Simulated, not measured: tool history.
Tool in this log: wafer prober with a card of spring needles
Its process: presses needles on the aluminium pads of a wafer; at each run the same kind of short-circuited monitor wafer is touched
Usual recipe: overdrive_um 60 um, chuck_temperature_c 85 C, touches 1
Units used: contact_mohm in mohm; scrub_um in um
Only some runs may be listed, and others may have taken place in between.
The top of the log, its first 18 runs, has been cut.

run     day  overdrive_um  chuck_temperature_c  touches  touches since the tips were cleaned  cleanings since the card got new needles  touches since the first contact's height was set  contact_mohm  scrub_um
 19   7.262            60                   85        2                                 7398                                        21                                             43597           304     14.63
      7.412  -- tips cleaned on abrasive film
 20   7.838            58                   85        2                                 4556                                        22                                             49719           286     14.12
 21   8.192            75                   28        1                                 8353                                        22                                             53516           292     18.29
      8.246  -- tips cleaned on abrasive film
 22   8.633            51                   28        2                                 4144                                        23                                             58227           286     12.38
 23   9.038            45                  116        1                                 8494                                        23                                             62577           424     10.94
      9.075  -- tips cleaned on abrasive film
 24   9.517            72                   34        1                                 4733                                        24                                             67662           283     17.54
      9.912  -- tips cleaned on abrasive film
 25  10.029            48                   34        1                                 1236                                        25                                             73144           282      11.6
 26  10.467            58                   85        1                                 5935                                        25                                             77843           332     14.07
     10.738  -- tips cleaned on abrasive film
 27  10.846            52                   46        1                                 1174                                        26                                             81876           278     12.58
 28  11.346            52                   46        1                                 6552                                        26                                             87254           363      12.6
     11.558  -- tips cleaned on abrasive film
 29  11.721            52                   46        1                                 1744                                        27                                             91241           287     12.56
 30  11.988            50                   28        1                                 4616                                        27                                             94113           351     12.09
     12.367  -- tips cleaned on abrasive film
 31  12.367            41                   28        1                                    0                                        28                                             98136           240      9.84
 32  12.779            41                   28        1                                 4410                                        28                                            102546           404      9.82
     13.179  -- tips cleaned on abrasive film
 33  13.329            53                   85        2                                 1606                                        29                                            108435           275     12.77
 34  13.746            53                   85        2                                 6077                                        29                                            112906           309     12.75
     13.996  -- tips cleaned on abrasive film
 35  14.133            53                   85        2                                 1460                                        30                                            117017           266     12.74

What if the next run were any one of these 3? Each begins from the tool's condition after run 35:
  A  14.704            54                   52        2                                 7570                                        30                                            123127             ?         ?
  B  14.704            43                   30        2                                 7570                                        30                                            123127             ?         ?
  C  14.704            49                   26        2                                 7570                                        30                                            123127             ?         ?

run  contact_mohm  scrub_um
  A           312        13
  B           357     10.29
  C           327     11.77
Without the tool's unlogged condition, the same runs would have read:
run  contact_mohm  scrub_um
  A           231     13.25
  B           229     10.54
  C           226     12.02

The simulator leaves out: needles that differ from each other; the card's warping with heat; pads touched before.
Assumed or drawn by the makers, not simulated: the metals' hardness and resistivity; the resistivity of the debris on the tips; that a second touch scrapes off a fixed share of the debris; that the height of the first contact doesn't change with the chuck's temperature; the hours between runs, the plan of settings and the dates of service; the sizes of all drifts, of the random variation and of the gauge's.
